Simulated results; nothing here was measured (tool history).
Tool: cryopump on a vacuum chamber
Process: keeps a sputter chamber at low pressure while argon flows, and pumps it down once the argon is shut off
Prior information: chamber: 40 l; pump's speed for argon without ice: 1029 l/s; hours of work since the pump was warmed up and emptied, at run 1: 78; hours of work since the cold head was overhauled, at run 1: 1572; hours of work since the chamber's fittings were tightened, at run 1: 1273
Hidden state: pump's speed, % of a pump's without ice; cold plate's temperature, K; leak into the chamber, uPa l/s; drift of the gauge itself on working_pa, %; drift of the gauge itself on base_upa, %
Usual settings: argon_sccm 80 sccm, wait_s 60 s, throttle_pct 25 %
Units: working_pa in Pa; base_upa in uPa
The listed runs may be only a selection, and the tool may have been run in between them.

| run | hour | argon_sccm | wait_s | throttle_pct | hours of work since the pump was warmed up and emptied | hours of work since the cold head was overhauled | hours of work since the chamber's fittings were tightened | working_pa | base_upa |
|---|---|---|---|---|---|---|---|---|---|
| 1 | 0.0 | 80 | 60 | 25 | 78 | 1572 | 1273 | 0.5304 | 2.36 |
| 2 | 81.4 | 80 | 60 | 25 | 135 | 1630 | 1330 | 0.5388 | 2.37 |
| 3 | 141.0 | 80 | 60 | 25 | 177 | 1672 | 1372 | 0.5426 | 2.50 |
| 4 | 229.5 | 80 | 37 | 25 | 239 | 1734 | 1435 | 0.5508 | 3.27 |
| 5 | 312.9 | 80 | 37 | 25 | 298 | 1793 | 1493 | 0.5470 | 3.20 |
| 6 | 359.9 | 80 | 37 | 25 | 331 | 1826 | 1526 | 0.5515 | 3.38 |
| 7 | 412.5 | 80 | 37 | 25 | 368 | 1863 | 1563 | 0.5548 | 3.38 |
| 8 | 456.6 | 80 | 37 | 25 | 399 | 1894 | 1595 | 0.5558 | 3.46 |
| 9 | 547.7 | 80 | 113 | 25 | 464 | 1958 | 1659 | 0.5596 | 2.33 |
| 10 | 641.4 | 80 | 113 | 25 | 530 | 2024 | 1725 | 0.5643 | 2.45 |
| 11 | 688.8 | 36 | 113 | 36 | 563 | 2058 | 1758 | 0.1830 | 2.40 |
| 12 | 732.2 | 75 | 60 | 38 | 593 | 2088 | 1789 | 0.3646 | 3.04 |
| 13 | 812.8 | 113 | 125 | 27 | 650 | 2145 | 1845 | 0.7577 | 2.57 |
|  | 826.3 | pump warmed up, emptied and cooled again |
|  | 884.1 | leaking fittings of the chamber tightened, without venting |
| 14 | 896.9 | 113 | 125 | 27 | 48 | 2199 | 9 | 0.6919 | 0.91 |
| 15 | 947.3 | 113 | 125 | 27 | 84 | 2235 | 44 | 0.6950 | 0.92 |
| 16 | 1032.4 | 43 | 125 | 19 | 144 | 2295 | 104 | 0.3783 | 0.95 |
| 17 | 1084.9 | 49 | 33 | 25 | 181 | 2332 | 141 | 0.3317 | 2.55 |
| 18 | 1173.9 | 49 | 110 | 49 | 243 | 2394 | 204 | 0.1752 | 1.18 |
| 19 | 1217.6 | 49 | 93 | 18 | 274 | 2425 | 235 | 0.4564 | 1.26 |

Below are 4 alternative next runs, each starting from the tool's condition after run 19. Predict each:
| A | 1283.6 | 75 | 46 | 18 | 321 | 2472 | 281 | ? | ? |
| B | 1283.6 | 131 | 92 | 18 | 321 | 2472 | 281 | ? | ? |
| C | 1283.6 | 156 | 55 | 51 | 321 | 2472 | 281 | ? | ? |
| D | 1283.6 | 49 | 93 | 30 | 321 | 2472 | 281 | ? | ? |

| run | working_pa | base_upa |
|---|---|---|
| A | 0.7061 | 2.11 |
| B | 1.2322 | 1.34 |
| C | 0.5478 | 1.87 |
| D | 0.2811 | 1.31 |
Stripped of hidden state, with their random variation kept, the same runs would have yielded:
| run | working_pa | base_upa |
|---|---|---|
| A | 0.6854 | 1.83 |
| B | 1.1961 | 1.07 |
| C | 0.5047 | 1.59 |
| D | 0.2676 | 1.04 |
